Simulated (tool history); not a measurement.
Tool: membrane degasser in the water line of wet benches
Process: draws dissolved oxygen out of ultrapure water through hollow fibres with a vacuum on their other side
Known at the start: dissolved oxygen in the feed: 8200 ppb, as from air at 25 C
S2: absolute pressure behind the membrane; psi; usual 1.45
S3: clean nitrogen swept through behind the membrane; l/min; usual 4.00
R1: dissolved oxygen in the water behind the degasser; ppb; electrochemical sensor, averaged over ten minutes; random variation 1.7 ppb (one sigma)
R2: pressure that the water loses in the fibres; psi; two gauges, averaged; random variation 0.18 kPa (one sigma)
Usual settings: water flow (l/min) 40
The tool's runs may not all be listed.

run 1 day=0.000 | water_flow_(l/min)=40 S2=1.45 S3=4.00 | R1=168.5 R2=5.118
run 2 day=9.450 | water_flow_(l/min)=40 S2=1.45 S3=4.00 | R1=169.1 R2=5.111
run 3 day=15.112 | water_flow_(l/min)=40 S2=1.45 S3=4.00 | R1=166.8 R2=5.124
run 4 day=22.825 | water_flow_(l/min)=40 S2=1.45 S3=4.00 | R1=173.3 R2=5.078
run 5 day=30.121 | water_flow_(l/min)=40 S2=1.45 S3=4.00 | R1=173.2 R2=5.126
run 6 day=38.842 | water_flow_(l/min)=40 S2=1.45 S3=4.00 | R1=168.3 R2=5.107
run 7 day=44.321 | water_flow_(l/min)=40 S2=1.45 S3=4.00 | R1=169.3 R2=5.182
run 8 day=52.171 | water_flow_(l/min)=40 S2=1.45 S3=4.00 | R1=170.0 R2=5.071
run 9 day=60.596 | water_flow_(l/min)=40 S2=1.61 S3=4.00 | R1=193.1 R2=5.137
run 10 day=69.567 | water_flow_(l/min)=40 S2=1.45 S3=4.00 | R1=171.0 R2=5.117
run 11 day=76.712 | water_flow_(l/min)=27 S2=1.45 S3=4.00 | R1=111.2 R2=3.508
run 12 day=86.292 | water_flow_(l/min)=40 S2=1.45 S3=4.00 | R1=173.4 R2=5.232
run 13 day=91.646 | water_flow_(l/min)=40 S2=1.45 S3=4.00 | R1=169.9 R2=5.189
run 14 day=99.654 | water_flow_(l/min)=40 S2=1.45 S3=1.93 | R1=313.4 R2=5.197
run 15 day=104.258 | water_flow_(l/min)=60 S2=1.45 S3=4.00 | R1=272.9 R2=7.790
run 16 day=112.438 | water_flow_(l/min)=60 S2=1.45 S3=4.00 | R1=269.9 R2=7.861
run 17 day=117.346 | water_flow_(l/min)=32 S2=1.77 S3=2.45 | R1=272.4 R2=4.187
run 18 day=126.088 | water_flow_(l/min)=32 S2=1.02 S3=7.03 | R1=48.1 R2=4.044
run 19 day=134.858 | water_flow_(l/min)=40 S2=0.93 S3=4.00 | R1=86.9 R2=5.072
run 20 day=143.517 | water_flow_(l/min)=40 S2=1.60 S3=9.77 | R1=90.1 R2=5.113
run 21 day=150.850 | water_flow_(l/min)=52 S2=1.25 S3=1.70 | R1=362.7 R2=6.609
run 22 day=156.942 | water_flow_(l/min)=40 S2=1.90 S3=5.76 | R1=173.1 R2=5.111
run 23 day=166.246 | water_flow_(l/min)=44 S2=1.90 S3=5.76 | R1=195.6 R2=5.651
run 24 day=173.600 | water_flow_(l/min)=41 S2=1.45 S3=1.65 | R1=366.6 R2=5.285
run 25 day=179.879 | water_flow_(l/min)=41 S2=1.45 S3=1.65 | R1=365.3 R2=5.317
run 26 day=184.583 | water_flow_(l/min)=41 S2=1.45 S3=1.65 | R1=367.0 R2=5.281
run 27 day=189.858 | water_flow_(l/min)=38 S2=3.07 S3=4.00 | R1=392.5 R2=4.894
run 28 day=195.017 | water_flow_(l/min)=40 S2=2.42 S3=5.18 | R1=255.6 R2=5.230
run 29 day=201.471 | water_flow_(l/min)=40 S2=2.42 S3=5.18 | R1=258.6 R2=5.160
run 30 day=209.812 | water_flow_(l/min)=31 S2=2.15 S3=2.70 | R1=306.6 R2=4.042
run 31 day=217.708 | water_flow_(l/min)=34 S2=0.91 S3=3.57 | R1=76.0 R2=4.432

Between the runs listed above, the log contained 5 entries, not reproduced here. Where in the sequence does each belong, and how does what the log doesn't record of the tool's condition differ from the listed run before to the listed run after?
After run 6, before run 7: seals of the vacuum lines changed (day 43.438)
  air that leaks in behind the membrane, l/min: 0.0029 -> 0.002; drift of the gauge itself on loss_of_pressure_kpa, %: 0.92 -> 1.05
  measured result minus the result with no hidden state, R2: +0.058 -> +0.065 psi
After run 8, before run 9: membrane cartridge changed (day 54.400)
  membrane still open, %: 99.8 -> 100; air that leaks in behind the membrane, l/min: 0.002 -> 0.0021; drift of the gauge itself on loss_of_pressure_kpa, %: 1.23 -> 1.43
  measured result minus the result with no hidden state, R2: +0.074 -> +0.073 psi
After run 17, before run 18: gauge calibrated (day 118.658)
  membrane still open, %: 100 -> 99.9; drift of the gauge itself on loss_of_pressure_kpa, %: 2.77 -> 0.18
  measured result minus the result with no hidden state, R2: +0.115 -> +0.010 psi
After run 22, before run 23: vacuum gauge calibrated (day 161.017)
  true pressure behind the membrane over the reading, kPa: 0.02 -> 0; drift of the gauge itself on loss_of_pressure_kpa, %: 0.91 -> 1.12
  measured result minus the result with no hidden state, R2: +0.049 -> +0.067 psi
After run 30, before run 31: seals of the vacuum lines changed (day 211.029)
  air that leaks in behind the membrane, l/min: 0.0029 -> 0.002; drift of the gauge itself on loss_of_pressure_kpa, %: 2.15 -> 2.34
  measured result minus the result with no hidden state, R2: +0.090 -> +0.106 psi
